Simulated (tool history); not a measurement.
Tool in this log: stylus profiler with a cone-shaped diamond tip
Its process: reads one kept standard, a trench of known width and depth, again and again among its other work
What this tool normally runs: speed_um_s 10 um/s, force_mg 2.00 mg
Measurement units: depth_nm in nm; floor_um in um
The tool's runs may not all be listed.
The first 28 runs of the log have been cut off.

run 29 hour=301.1 | speed_um_s=7 force_mg=2.65 | depth_nm=503.66 floor_um=16.97
run 30 hour=307.8 | speed_um_s=17 force_mg=1.75 | depth_nm=503.00 floor_um=16.87
run 31 hour=323.2 | speed_um_s=17 force_mg=1.75 | depth_nm=502.95 floor_um=16.90
run 32 hour=336.0 | speed_um_s=23 force_mg=1.98 | depth_nm=503.28 floor_um=16.85
run 33 hour=346.4 | speed_um_s=39 force_mg=0.82 | depth_nm=501.87 floor_um=16.65
run 34 hour=357.7 | speed_um_s=37 force_mg=1.01 | depth_nm=502.33 floor_um=16.74
run 35 hour=371.1 | speed_um_s=37 force_mg=1.01 | depth_nm=502.14 floor_um=16.70
run 36 hour=380.3 | speed_um_s=37 force_mg=3.11 | depth_nm=504.23 floor_um=16.81
run 37 hour=391.1 | speed_um_s=3 force_mg=0.73 | depth_nm=501.95 floor_um=16.96
run 38 hour=405.3 | speed_um_s=3 force_mg=0.73 | depth_nm=501.99 floor_um=16.95
run 39 hour=413.3 | speed_um_s=3 force_mg=0.73 | depth_nm=501.73 floor_um=16.96
run 40 hour=427.3 | speed_um_s=18 force_mg=1.52 | depth_nm=502.79 floor_um=16.86
run 41 hour=440.8 | speed_um_s=10 force_mg=3.61 | depth_nm=504.35 floor_um=16.88
run 42 hour=447.5 | speed_um_s=10 force_mg=3.61 | depth_nm=504.55 floor_um=16.97
run 43 hour=459.7 | speed_um_s=5 force_mg=0.97 | depth_nm=502.19 floor_um=16.84
run 44 hour=468.5 | speed_um_s=2 force_mg=1.07 | depth_nm=502.37 floor_um=16.94
run 45 hour=480.8 | speed_um_s=10 force_mg=2.72 | depth_nm=503.88 floor_um=16.88
run 46 hour=491.1 | speed_um_s=9 force_mg=0.76 | depth_nm=501.93 floor_um=16.90

Predict each of these 5 candidate next runs independently; none follows another, all start after run 46:
run A hour=504.2 | speed_um_s=9 force_mg=3.13 | depth_nm=? floor_um=?
run B hour=504.2 | speed_um_s=10 force_mg=5.24 | depth_nm=? floor_um=?
run C hour=504.2 | speed_um_s=4 force_mg=5.05 | depth_nm=? floor_um=?
run D hour=504.2 | speed_um_s=9 force_mg=1.23 | depth_nm=? floor_um=?
run E hour=504.2 | speed_um_s=22 force_mg=4.94 | depth_nm=? floor_um=?

run=A depth_nm=504.23 floor_um=16.90
run=B depth_nm=505.81 floor_um=16.84
run=C depth_nm=505.73 floor_um=16.95
run=D depth_nm=502.38 floor_um=16.80
run=E depth_nm=505.54 floor_um=16.86
Had the tool no hidden state, the same runs would have come out as:
run=A depth_nm=503.68 floor_um=17.34
run=B depth_nm=505.26 floor_um=17.28
run=C depth_nm=505.18 floor_um=17.39
run=D depth_nm=501.84 floor_um=17.24
run=E depth_nm=504.99 floor_um=17.30
